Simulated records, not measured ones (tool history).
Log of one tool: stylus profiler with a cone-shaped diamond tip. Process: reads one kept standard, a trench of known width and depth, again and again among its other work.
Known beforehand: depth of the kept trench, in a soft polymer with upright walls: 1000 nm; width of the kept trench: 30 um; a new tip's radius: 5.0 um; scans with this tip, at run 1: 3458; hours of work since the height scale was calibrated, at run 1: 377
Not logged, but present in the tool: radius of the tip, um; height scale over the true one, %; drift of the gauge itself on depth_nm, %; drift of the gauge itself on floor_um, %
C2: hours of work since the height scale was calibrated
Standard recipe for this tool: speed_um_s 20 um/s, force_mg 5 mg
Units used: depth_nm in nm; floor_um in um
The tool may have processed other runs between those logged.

{"run": 1, "hour": 0.0, "speed_um_s": 20, "force_mg": 5, "scans with this tip": 3458, "C2": 377, "depth_nm": 1023.68, "floor_um": 23.51}
{"run": 2, "hour": 24.7, "speed_um_s": 20, "force_mg": 5, "scans with this tip": 3615, "C2": 394, "depth_nm": 1023.7, "floor_um": 23.44}
{"run": 3, "hour": 50.2, "speed_um_s": 20, "force_mg": 5, "scans with this tip": 3777, "C2": 412, "depth_nm": 1023.91, "floor_um": 23.38}
{"run": 4, "hour": 75.6, "speed_um_s": 20, "force_mg": 5, "scans with this tip": 3938, "C2": 429, "depth_nm": 1023.88, "floor_um": 23.4}
{"run": 5, "hour": 93.1, "speed_um_s": 20, "force_mg": 1.71, "scans with this tip": 4049, "C2": 441, "depth_nm": 1012.57, "floor_um": 23.39}
{"run": 6, "hour": 114.5, "speed_um_s": 5, "force_mg": 5, "scans with this tip": 4185, "C2": 456, "depth_nm": 1023.48, "floor_um": 23.4}
{"run": 7, "hour": 145.7, "speed_um_s": 5, "force_mg": 5, "scans with this tip": 4383, "C2": 478, "depth_nm": 1023.99, "floor_um": 23.47}
{"run": 8, "hour": 172.2, "speed_um_s": 5, "force_mg": 5, "scans with this tip": 4551, "C2": 496, "depth_nm": 1023.89, "floor_um": 23.38}
{"run": 9, "hour": 198.9, "speed_um_s": 5, "force_mg": 5, "scans with this tip": 4721, "C2": 515, "depth_nm": 1023.96, "floor_um": 23.37}
{"run": 10, "hour": 214.1, "speed_um_s": 7, "force_mg": 5, "scans with this tip": 4818, "C2": 525, "depth_nm": 1023.82, "floor_um": 23.32}
{"run": 11, "hour": 242.7, "speed_um_s": 20, "force_mg": 5, "scans with this tip": 4999, "C2": 545, "depth_nm": 1024.77, "floor_um": 23.28}
{"run": 12, "hour": 257.8, "speed_um_s": 20, "force_mg": 5, "scans with this tip": 5095, "C2": 555, "depth_nm": 1024.25, "floor_um": 23.25}
{"run": 13, "hour": 278.0, "speed_um_s": 20, "force_mg": 2.05, "scans with this tip": 5224, "C2": 569, "depth_nm": 1014.64, "floor_um": 23.22}
{"run": 14, "hour": 295.4, "speed_um_s": 20, "force_mg": 7.11, "scans with this tip": 5334, "C2": 581, "depth_nm": 1030.71, "floor_um": 23.32}
{"run": 15, "hour": 323.4, "speed_um_s": 20, "force_mg": 5, "scans with this tip": 5512, "C2": 601, "depth_nm": 1024.72, "floor_um": 23.24}
{"run": 16, "hour": 344.2, "speed_um_s": 20, "force_mg": 5, "scans with this tip": 5644, "C2": 615, "depth_nm": 1024.51, "floor_um": 23.23}
{"run": 17, "hour": 360.4, "speed_um_s": 20, "force_mg": 5, "scans with this tip": 5746, "C2": 626, "depth_nm": 1025.02, "floor_um": 23.21}
{"run": 18, "hour": 373.6, "speed_um_s": 20, "force_mg": 6.35, "scans with this tip": 5830, "C2": 636, "depth_nm": 1028.17, "floor_um": 23.24}
{"run": 19, "hour": 387.5, "speed_um_s": 12, "force_mg": 5, "scans with this tip": 5918, "C2": 645, "depth_nm": 1024.86, "floor_um": 23.22}
{"run": 20, "hour": 401.5, "speed_um_s": 12, "force_mg": 5, "scans with this tip": 6008, "C2": 655, "depth_nm": 1024.89, "floor_um": 23.18}
{"run": 21, "hour": 429.1, "speed_um_s": 12, "force_mg": 5, "scans with this tip": 6183, "C2": 674, "depth_nm": 1024.72, "floor_um": 23.19}
{"run": 22, "hour": 450.0, "speed_um_s": 17, "force_mg": 3.78, "scans with this tip": 6315, "C2": 688, "depth_nm": 1021.38, "floor_um": 23.21}
{"run": 23, "hour": 478.7, "speed_um_s": 17, "force_mg": 3.78, "scans with this tip": 6498, "C2": 708, "depth_nm": 1021.14, "floor_um": 23.07}
{"run": 24, "hour": 507.5, "speed_um_s": 9, "force_mg": 11.82, "scans with this tip": 6680, "C2": 728, "depth_nm": 1041.86, "floor_um": 23.14}
{"hour": 510.1, "done": "height scale calibrated on a step standard"}
{"run": 25, "hour": 532.8, "speed_um_s": 9, "force_mg": 11.82, "scans with this tip": 6838, "C2": 16, "depth_nm": 1043.61, "floor_um": 23.07}
{"run": 26, "hour": 545.8, "speed_um_s": 69, "force_mg": 13.86, "scans with this tip": 6921, "C2": 25, "depth_nm": 1047.86, "floor_um": 22.98}
{"run": 27, "hour": 567.4, "speed_um_s": 18, "force_mg": 13.86, "scans with this tip": 7058, "C2": 40, "depth_nm": 1047.7, "floor_um": 23.07}
{"run": 28, "hour": 591.8, "speed_um_s": 6, "force_mg": 14.35, "scans with this tip": 7212, "C2": 57, "depth_nm": 1048.84, "floor_um": 23.13}
{"run": 29, "hour": 613.2, "speed_um_s": 31, "force_mg": 6.52, "scans with this tip": 7348, "C2": 71, "depth_nm": 1031.05, "floor_um": 22.99}
{"run": 30, "hour": 626.9, "speed_um_s": 7, "force_mg": 2.67, "scans with this tip": 7435, "C2": 81, "depth_nm": 1019.24, "floor_um": 23.04}
{"run": 31, "hour": 647.9, "speed_um_s": 20, "force_mg": 4.25, "scans with this tip": 7568, "C2": 95, "depth_nm": 1024.59, "floor_um": 22.99}
{"hour": 669.5, "done": "height scale calibrated on a step standard, once more"}
{"run": 32, "hour": 676.3, "speed_um_s": 20, "force_mg": 4.25, "scans with this tip": 7746, "C2": 5, "depth_nm": 1019.16, "floor_um": 22.98}
{"run": 33, "hour": 691.6, "speed_um_s": 20, "force_mg": 4.81, "scans with this tip": 7843, "C2": 15, "depth_nm": 1021.71, "floor_um": 22.94}
{"run": 34, "hour": 712.3, "speed_um_s": 20, "force_mg": 4.81, "scans with this tip": 7974, "C2": 30, "depth_nm": 1021.33, "floor_um": 22.91}
{"run": 35, "hour": 727.5, "speed_um_s": 55, "force_mg": 4.81, "scans with this tip": 8071, "C2": 40, "depth_nm": 1021.66, "floor_um": 22.89}
{"run": 36, "hour": 745.8, "speed_um_s": 22, "force_mg": 6.25, "scans with this tip": 8187, "C2": 53, "depth_nm": 1025.38, "floor_um": 22.91}
{"run": 37, "hour": 761.6, "speed_um_s": 22, "force_mg": 6.25, "scans with this tip": 8288, "C2": 64, "depth_nm": 1025.66, "floor_um": 22.9}
{"run": 38, "hour": 782.5, "speed_um_s": 65, "force_mg": 5.09, "scans with this tip": 8420, "C2": 78, "depth_nm": 1022.41, "floor_um": 22.81}
{"run": 39, "hour": 806.6, "speed_um_s": 44, "force_mg": 13.62, "scans with this tip": 8573, "C2": 95, "depth_nm": 1042.81, "floor_um": 22.9}

Consider 4 possible next runs. They are alternatives, not a sequence: every one starts from the tool as it was left by run 39. What does each give?
{"run": "A", "hour": 821.3, "speed_um_s": 16, "force_mg": 5.4, "scans with this tip": 8666, "C2": 105, "depth_nm": "?", "floor_um": "?"}
{"run": "B", "hour": 821.3, "speed_um_s": 6, "force_mg": 1.81, "scans with this tip": 8666, "C2": 105, "depth_nm": "?", "floor_um": "?"}
{"run": "C", "hour": 821.3, "speed_um_s": 28, "force_mg": 5.86, "scans with this tip": 8666, "C2": 105, "depth_nm": "?", "floor_um": "?"}
{"run": "D", "hour": 821.3, "speed_um_s": 74, "force_mg": 2.95, "scans with this tip": 8666, "C2": 105, "depth_nm": "?", "floor_um": "?"}

run=A depth_nm=1023.05 floor_um=22.9
run=B depth_nm=1011.11 floor_um=22.92
run=C depth_nm=1024.44 floor_um=22.88
run=D depth_nm=1015.84 floor_um=22.7
The same runs, with their run-to-run variation unchanged, on a tool lacking any hidden condition would have given:
run=A depth_nm=1022.54 floor_um=23.97
run=B depth_nm=1010.61 floor_um=23.99
run=C depth_nm=1023.93 floor_um=23.94
run=D depth_nm=1015.33 floor_um=23.77
